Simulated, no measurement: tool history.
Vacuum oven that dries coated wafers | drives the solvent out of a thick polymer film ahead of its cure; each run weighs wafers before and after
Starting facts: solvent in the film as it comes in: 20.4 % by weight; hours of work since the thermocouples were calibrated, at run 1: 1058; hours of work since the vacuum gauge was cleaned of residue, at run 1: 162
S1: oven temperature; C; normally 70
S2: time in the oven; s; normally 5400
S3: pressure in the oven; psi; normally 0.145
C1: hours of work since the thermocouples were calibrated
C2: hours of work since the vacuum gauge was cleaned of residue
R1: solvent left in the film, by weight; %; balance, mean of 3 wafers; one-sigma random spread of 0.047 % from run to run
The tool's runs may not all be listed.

run     day  S1    S2     S3    C1   C2     R1
  1   0.000  70  5400  0.145  1058  162   4.05
  2   0.842  70  5400  0.145  1068  171   4.08
  3   1.650  55  5400  0.145  1076  179   9.32
  4   2.462  55  5400  0.145  1085  188   9.35
  5   3.525  55  5400  0.145  1097  200   9.26
  6   4.688  70  5400  0.080  1109  212   3.87
  7   5.250  70  4620  0.145  1115  219   4.97
  8   6.054  70  4620  0.145  1124  227   4.88
  9   7.188  70  5400  0.145  1136  240   3.91
 10   8.092  70  5400  0.145  1146  249   4.03
 11   9.171  70  5400  0.144  1158  261   4.08
 12  10.004  70  5400  0.144  1167  270   4.03
 13  10.638  70  5400  0.145  1174  277   4.08
 14  11.167  70  3480  0.425  1180  283   7.06
     11.338  -- vacuum gauge cleaned of residue and calibrated
 15  11.854  70  3840  0.284  1186    6   6.17
 16  12.392  55  3840  0.210  1192   11  11.16
 17  13.138  70  6480  0.158  1200   20   2.97
 18  14.071  70  6480  0.158  1210   30   3.08
 19  14.708  59  3720  0.125  1217   37   9.71
     15.258  -- vacuum gauge cleaned of residue and calibrated, once more
 20  15.517  59  3720  0.125  1225    3   9.71
 21  16.129  70  4020  0.222  1232    9   5.77
 22  16.754  72  5100  0.077  1239   16   3.52
 23  17.733  70  4800  0.473  1250   27   5.29
 24  18.600  67  9360  0.196  1259   36   2.33
     19.517  -- oven's thermocouples calibrated
 25  19.517  67  9360  0.196     0   45   2.73

Alternative continuations, all from the tool just after run 25; predict every row:
  A  20.508  67  9360  0.371  11  56   ?
  B  20.508  59  5400  0.553  11  56   ?
  C  20.508  70  5700  0.273  11  56   ?

run    R1
  A  3.17
  B  9.30
  C  4.41
What these runs would have given with no unlogged condition in the tool:
run    R1
  A  3.18
  B  9.31
  C  4.42
